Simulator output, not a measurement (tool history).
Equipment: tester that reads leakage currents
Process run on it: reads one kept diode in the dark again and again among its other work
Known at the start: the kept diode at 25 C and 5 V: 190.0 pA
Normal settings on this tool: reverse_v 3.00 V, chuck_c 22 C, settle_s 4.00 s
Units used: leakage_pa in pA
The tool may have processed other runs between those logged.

run	hour	reverse_v	chuck_c	settle_s	leakage_pa
1	0.0	3.00	22	4.00	109.48
2	206.9	3.00	22	4.00	108.07
3	416.2	3.00	22	4.00	105.05
4	595.4	3.00	27	4.00	159.36
5	834.8	3.00	27	4.00	155.81
6	973.2	3.00	22	5.09	98.92
7	1088.9	3.00	22	5.09	97.54
8	1200.2	3.00	22	5.09	96.81
9	1304.7	3.00	22	5.09	95.90
10	1409.1	14.71	22	3.18	232.85
# hour 1527.5: chuck's temperature calibrated
11	1607.8	14.71	22	3.18	282.42
12	1765.0	3.69	22	3.18	127.84
13	1909.7	11.07	24	1.53	277.97
14	2061.1	1.53	43	8.99	446.19
# hour 2163.5: tester calibrated
15	2261.3	3.00	22	5.03	107.09
# hour 2376.7: probe card cleaned and baked
16	2376.7	3.00	22	5.03	100.28

Each row is a separate what-if for the run after 16, all from the same tool condition, not one after another. Results?
A	2517.3	8.09	59	0.82	?
B	2517.3	16.46	22	8.22	?
C	2517.3	3.00	52	0.30	?
D	2517.3	3.00	53	5.03	?
E	2517.3	9.14	56	0.72	?

run	leakage_pa
A	3466.45
B	246.73
C	1216.40
D	1306.83
E	2968.42
Without the tool's unlogged condition, the same runs would have read:
run	leakage_pa
A	3788.45
B	275.11
C	1334.25
D	1433.00
E	3249.12

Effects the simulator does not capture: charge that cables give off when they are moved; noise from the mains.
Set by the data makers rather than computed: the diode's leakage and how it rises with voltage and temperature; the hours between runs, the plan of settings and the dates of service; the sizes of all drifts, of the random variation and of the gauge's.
